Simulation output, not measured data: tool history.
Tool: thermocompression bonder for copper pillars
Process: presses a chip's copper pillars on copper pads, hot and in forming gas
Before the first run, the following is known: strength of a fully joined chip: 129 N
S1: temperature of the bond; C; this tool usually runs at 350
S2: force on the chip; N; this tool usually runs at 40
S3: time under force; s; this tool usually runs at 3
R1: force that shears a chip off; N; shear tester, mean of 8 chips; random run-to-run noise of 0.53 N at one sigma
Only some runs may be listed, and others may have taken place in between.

run,hour,S1,S2,S3,R1
1,0,350,40,3,70.3
2,15.9,350,40,3,72.8
3,47.9,350,40,3,72.7
4,70.1,350,40,3,71.4
5,101.6,350,40,2,62.6
6,119.5,350,40,2,63
7,135.6,350,44,3,76.7
8,160.1,350,44,3,77.6
9,190.8,350,40,3,72
10,211.7,350,40,3,71.8
11,234.3,320,40,3,48.8
12,260.1,350,28,3,51.6
13,287.2,350,28,3,51.1
14,304.6,350,28,3,50.7
15,321.6,350,28,3,51.4
16,344,363,40,3,79.8
17,367.4,339,40,3,62.6
18,388.1,350,40,3,70
19,404.7,350,40,3,70
20,419.8,350,40,3,69.3
21,452.4,350,50,9,105.2
22,475.1,361,35,4,75
23,494.7,361,35,4,79.2
24,520.2,356,33,2,56.1
25,556.4,333,33,2,40.2
26,582.2,344,26,2,36.8
27,608.8,374,38,2,75.3
28,626.3,350,40,2,61.2
29,650.7,350,57,5,107.2
30,677.8,350,57,5,105
31,701.8,321,44,3,57.5
32,735.7,323,40,3,53.6
33,758.2,351,32,2,54
34,790,365,32,2,63.2
35,810.8,365,32,2,62.5
36,844,363,39,7,99.6
37,866.9,363,39,7,99.1
38,881.7,329,33,3,47.8
39,917.5,329,33,3,48
40,943.1,329,55,9,99.4

Put back what was entered between runs (4 entries, withheld): which listed runs does each sit between, and how does the hidden state differ from the listed run before to the listed run after?
Logged between run 1 and run 2: forming gas filter changed (hour 7.2)
  true temperature of the bond over the reading, C: -2.1 -> -2.2; oxide that the forming gas leaves, % of the face: 4.35 -> 0.61
  what was measured, less what the result would be without the hidden state, R1: -2.5 -> +0.1 N
Logged between run 20 and run 21: heater calibrated with a thermocouple chip (hour 423.6)
  true temperature of the bond over the reading, C: -3.8 -> -4.9; oxide that the forming gas leaves, % of the face: 3.84 -> 4.09
  what was measured, less what the result would be without the hidden state, R1: -3 -> -5.1 N
Logged between run 22 and run 23: forming gas filter changed (hour 494.5)
  true temperature of the bond over the reading, C: -5 -> -5.1; oxide that the forming gas leaves, % of the face: 4.27 -> 0.65
  what was measured, less what the result would be without the hidden state, R1: -4.3 -> -1.5 N
Logged between run 28 and run 29: heater calibrated with a thermocouple chip, once more (hour 645.5)
  true temperature of the bond over the reading, C: -5.7 -> 0.6; oxide that the forming gas leaves, % of the face: 1.71 -> 1.89
  what was measured, less what the result would be without the hidden state, R1: -2.5 -> +1.1 N
